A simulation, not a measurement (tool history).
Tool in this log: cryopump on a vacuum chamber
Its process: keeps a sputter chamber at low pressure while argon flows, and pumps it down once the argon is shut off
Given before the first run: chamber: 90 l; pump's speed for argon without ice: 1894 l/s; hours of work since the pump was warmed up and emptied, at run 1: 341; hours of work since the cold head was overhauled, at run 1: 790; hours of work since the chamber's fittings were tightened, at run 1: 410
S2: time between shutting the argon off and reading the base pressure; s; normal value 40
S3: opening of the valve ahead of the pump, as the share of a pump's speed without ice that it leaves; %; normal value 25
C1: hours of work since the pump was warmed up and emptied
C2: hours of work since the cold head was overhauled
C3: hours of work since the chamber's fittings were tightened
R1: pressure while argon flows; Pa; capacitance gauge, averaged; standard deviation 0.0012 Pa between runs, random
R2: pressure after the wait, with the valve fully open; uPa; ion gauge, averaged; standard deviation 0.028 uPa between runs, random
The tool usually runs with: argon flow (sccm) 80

run 1 day=0.000 | argon_flow_(sccm)=80 S2=40 S3=25 | C1=341 C2=790 C3=410 | R1=0.2960 R2=1.31
run 2 day=1.938 | argon_flow_(sccm)=80 S2=40 S3=25 | C1=367 C2=815 C3=435 | R1=0.2963 R2=1.37
-- day=4.879 pump warmed up, emptied and cooled again
run 3 day=6.104 | argon_flow_(sccm)=80 S2=40 S3=25 | C1=16 C2=867 C3=487 | R1=0.2903 R2=1.37
run 4 day=9.854 | argon_flow_(sccm)=80 S2=40 S3=25 | C1=66 C2=917 C3=537 | R1=0.2873 R2=1.33
run 5 day=12.471 | argon_flow_(sccm)=80 S2=40 S3=25 | C1=100 C2=951 C3=571 | R1=0.2889 R2=1.35
run 6 day=14.379 | argon_flow_(sccm)=80 S2=40 S3=25 | C1=125 C2=977 C3=597 | R1=0.2897 R2=1.32
run 7 day=16.983 | argon_flow_(sccm)=60 S2=40 S3=25 | C1=160 C2=1011 C3=631 | R1=0.2185 R2=1.39
run 8 day=19.079 | argon_flow_(sccm)=60 S2=40 S3=25 | C1=187 C2=1039 C3=659 | R1=0.2179 R2=1.36
run 9 day=21.721 | argon_flow_(sccm)=60 S2=40 S3=25 | C1=222 C2=1074 C3=694 | R1=0.2203 R2=1.45
run 10 day=23.821 | argon_flow_(sccm)=60 S2=40 S3=25 | C1=250 C2=1101 C3=721 | R1=0.2208 R2=1.40
run 11 day=26.038 | argon_flow_(sccm)=80 S2=40 S3=59 | C1=279 C2=1131 C3=750 | R1=0.1289 R2=1.39
run 12 day=28.183 | argon_flow_(sccm)=137 S2=40 S3=59 | C1=308 C2=1159 C3=779 | R1=0.2220 R2=1.39
run 13 day=31.692 | argon_flow_(sccm)=137 S2=154 S3=59 | C1=354 C2=1205 C3=825 | R1=0.2258 R2=0.56
-- day=35.604 pump warmed up, emptied and cooled again
run 14 day=35.783 | argon_flow_(sccm)=137 S2=154 S3=59 | C1=2 C2=1256 C3=876 | R1=0.2098 R2=0.56
run 15 day=38.825 | argon_flow_(sccm)=137 S2=59 S3=59 | C1=43 C2=1297 C3=917 | R1=0.2127 R2=1.06
run 16 day=42.004 | argon_flow_(sccm)=80 S2=64 S3=25 | C1=84 C2=1338 C3=958 | R1=0.2888 R2=1.00
run 17 day=44.062 | argon_flow_(sccm)=64 S2=35 S3=43 | C1=112 C2=1366 C3=986 | R1=0.1350 R2=1.52
run 18 day=46.512 | argon_flow_(sccm)=37 S2=256 S3=23 | C1=144 C2=1398 C3=1018 | R1=0.1464 R2=0.47
run 19 day=50.088 | argon_flow_(sccm)=37 S2=256 S3=26 | C1=191 C2=1445 C3=1065 | R1=0.1297 R2=0.53

Below are 5 alternative next runs, each starting from the tool's condition after run 19. Predict each:
run A day=52.083 | argon_flow_(sccm)=80 S2=190 S3=25 | C1=217 C2=1472 C3=1091 | R1=? R2=?
run B day=52.083 | argon_flow_(sccm)=156 S2=177 S3=18 | C1=217 C2=1472 C3=1091 | R1=? R2=?
run C day=52.083 | argon_flow_(sccm)=42 S2=231 S3=25 | C1=217 C2=1472 C3=1091 | R1=? R2=?
run D day=52.083 | argon_flow_(sccm)=122 S2=256 S3=23 | C1=217 C2=1472 C3=1091 | R1=? R2=?
run E day=52.083 | argon_flow_(sccm)=72 S2=256 S3=26 | C1=217 C2=1472 C3=1091 | R1=? R2=?

run=A R1=0.2929 R2=0.60
run=B R1=0.7904 R2=0.56
run=C R1=0.1526 R2=0.56
run=D R1=0.4802 R2=0.50
run=E R1=0.2527 R2=0.49
With the hidden condition removed and each run's random variation left untouched, the same runs would have given:
run=A R1=0.2859 R2=0.43
run=B R1=0.7768 R2=0.39
run=C R1=0.1489 R2=0.39
run=D R1=0.4697 R2=0.33
run=E R1=0.2465 R2=0.33
